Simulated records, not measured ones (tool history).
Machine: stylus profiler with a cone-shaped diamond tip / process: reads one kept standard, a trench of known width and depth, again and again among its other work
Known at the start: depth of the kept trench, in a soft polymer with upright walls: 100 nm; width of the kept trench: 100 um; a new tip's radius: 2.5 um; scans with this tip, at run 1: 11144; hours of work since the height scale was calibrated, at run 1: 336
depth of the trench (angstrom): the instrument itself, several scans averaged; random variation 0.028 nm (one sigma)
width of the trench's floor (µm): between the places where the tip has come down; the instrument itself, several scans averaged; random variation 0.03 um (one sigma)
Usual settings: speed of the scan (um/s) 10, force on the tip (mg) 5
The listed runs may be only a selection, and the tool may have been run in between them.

run,hour,speed of the scan (um/s),force on the tip (mg),scans with this tip,hours of work since the height scale was calibrated,depth of the trench (angstrom),width of the trench's floor (µm)
1,0,10,5,11144,336,1010.9,98.34
2,55.4,10,5,11421,378,1011.2,98.35
3,113,10,5,11708,422,1011.4,98.28
4,150.5,10,5,11895,450,1011.6,98.28
5,204.8,10,5,12166,491,1011.3,98.33
6,241,10,5,12347,519,1011.8,98.33
7,312.2,17,11.86,12703,573,1020,98.35
8,352.4,17,11.86,12903,603,1019.7,98.35
9,415.6,17,11.86,13218,651,1019.5,98.29
10,461.9,3,14.92,13450,686,1022.8,98.33
11,528.9,3,14.92,13784,737,1022.9,98.37

A few steps of depth of the trench (angstrom) between consecutive runs. Split each: what settings, incoming material and random variation would produce without the hidden state, and what is left over for the hidden state, along with gauge scatter present in only one of the two compared results (measured, and without hidden state):
The tool's hidden condition here consists of: radius of the tip, um; height scale over the true one, %; drift of the gauge itself on depth_nm, %; drift of the gauge itself on floor_um, %.
Run 1 -> 2: nothing adjusted, nothing logged. depth of the trench (angstrom) +0.3: hidden state +0.2, all else +0.1.
Run 6 -> 7: speed of the scan (um/s) 10 -> 17, force on the tip (mg) 5 -> 11.86. depth of the trench (angstrom) +8.2: hidden state +0.2, all else +8.

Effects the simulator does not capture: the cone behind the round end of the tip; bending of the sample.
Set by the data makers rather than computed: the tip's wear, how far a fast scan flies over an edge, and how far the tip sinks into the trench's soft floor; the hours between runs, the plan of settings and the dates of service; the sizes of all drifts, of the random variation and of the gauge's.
